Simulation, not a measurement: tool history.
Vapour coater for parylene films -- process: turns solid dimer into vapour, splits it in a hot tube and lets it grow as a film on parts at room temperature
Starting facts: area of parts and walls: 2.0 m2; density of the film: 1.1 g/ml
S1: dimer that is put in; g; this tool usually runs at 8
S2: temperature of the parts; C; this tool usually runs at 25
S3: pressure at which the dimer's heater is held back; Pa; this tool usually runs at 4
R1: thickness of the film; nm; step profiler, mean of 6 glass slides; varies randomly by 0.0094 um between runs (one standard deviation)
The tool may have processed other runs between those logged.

{"run": 1, "hour": 0.0, "S1": 8, "S2": 25, "S3": 4, "R1": 2024}
{"run": 2, "hour": 40.5, "S1": 8, "S2": 25, "S3": 4, "R1": 2040}
{"run": 3, "hour": 83.2, "S1": 8, "S2": 25, "S3": 10.01, "R1": 1807}
{"run": 4, "hour": 117.2, "S1": 8, "S2": 25, "S3": 10.01, "R1": 1810}
{"run": 5, "hour": 162.2, "S1": 8, "S2": 25, "S3": 10.01, "R1": 1793}
{"run": 6, "hour": 207.3, "S1": 8, "S2": 25, "S3": 4.03, "R1": 2028}
{"run": 7, "hour": 231.6, "S1": 8, "S2": 25, "S3": 4.03, "R1": 2017}
{"run": 8, "hour": 275.5, "S1": 8, "S2": 25, "S3": 4.03, "R1": 2036}
{"run": 9, "hour": 322.3, "S1": 8, "S2": 25, "S3": 4.02, "R1": 2035}
{"hour": 347.8, "done": "trap's valve overhauled"}
{"run": 10, "hour": 361.0, "S1": 8, "S2": 25, "S3": 4.02, "R1": 2013}
{"run": 11, "hour": 403.3, "S1": 8, "S2": 25, "S3": 8.07, "R1": 1884}
{"run": 12, "hour": 426.6, "S1": 8, "S2": 25, "S3": 4, "R1": 2058}
{"run": 13, "hour": 448.2, "S1": 8, "S2": 25, "S3": 4, "R1": 2052}
{"run": 14, "hour": 497.1, "S1": 8, "S2": 25, "S3": 7.79, "R1": 1888}
{"run": 15, "hour": 546.3, "S1": 8, "S2": 25, "S3": 7.79, "R1": 1885}
{"run": 16, "hour": 590.9, "S1": 11, "S2": 25, "S3": 10.99, "R1": 2483}
{"run": 17, "hour": 616.0, "S1": 4, "S2": 22, "S3": 3.96, "R1": 1083}
{"run": 18, "hour": 662.4, "S1": 4, "S2": 22, "S3": 3.96, "R1": 1080}
{"run": 19, "hour": 708.4, "S1": 6, "S2": 25, "S3": 11.47, "R1": 1359}
{"run": 20, "hour": 747.5, "S1": 6, "S2": 25, "S3": 11.47, "R1": 1351}
{"run": 21, "hour": 789.7, "S1": 6, "S2": 25, "S3": 11.47, "R1": 1354}
{"run": 22, "hour": 825.9, "S1": 6, "S2": 25, "S3": 11.47, "R1": 1351}
{"hour": 860.2, "done": "trap's valve overhauled"}
{"run": 23, "hour": 871.7, "S1": 8, "S2": 37, "S3": 10.4, "R1": 1473}
{"run": 24, "hour": 920.4, "S1": 8, "S2": 22, "S3": 6.68, "R1": 2067}
{"hour": 927.3, "done": "table's thermometer calibrated"}
{"run": 25, "hour": 949.4, "S1": 8, "S2": 25, "S3": 4.07, "R1": 2051}
{"run": 26, "hour": 992.5, "S1": 8, "S2": 25, "S3": 5.66, "R1": 1974}
{"run": 27, "hour": 1018.6, "S1": 8, "S2": 25, "S3": 5.66, "R1": 1991}

Alternative continuations, all from the tool just after run 27; predict every row:
{"run": "A", "hour": 1065.2, "S1": 5, "S2": 25, "S3": 2.27, "R1": "?"}
{"run": "B", "hour": 1065.2, "S1": 10, "S2": 25, "S3": 9.57, "R1": "?"}
{"run": "C", "hour": 1065.2, "S1": 3, "S2": 25, "S3": 7.83, "R1": "?"}
{"run": "D", "hour": 1065.2, "S1": 4, "S2": 25, "S3": 4, "R1": "?"}

run=A R1=1399
run=B R1=2331
run=C R1=712
run=D R1=1031
With no hidden state in the tool, these same runs would have given:
run=A R1=1364
run=B R1=2272
run=C R1=694
run=D R1=1005
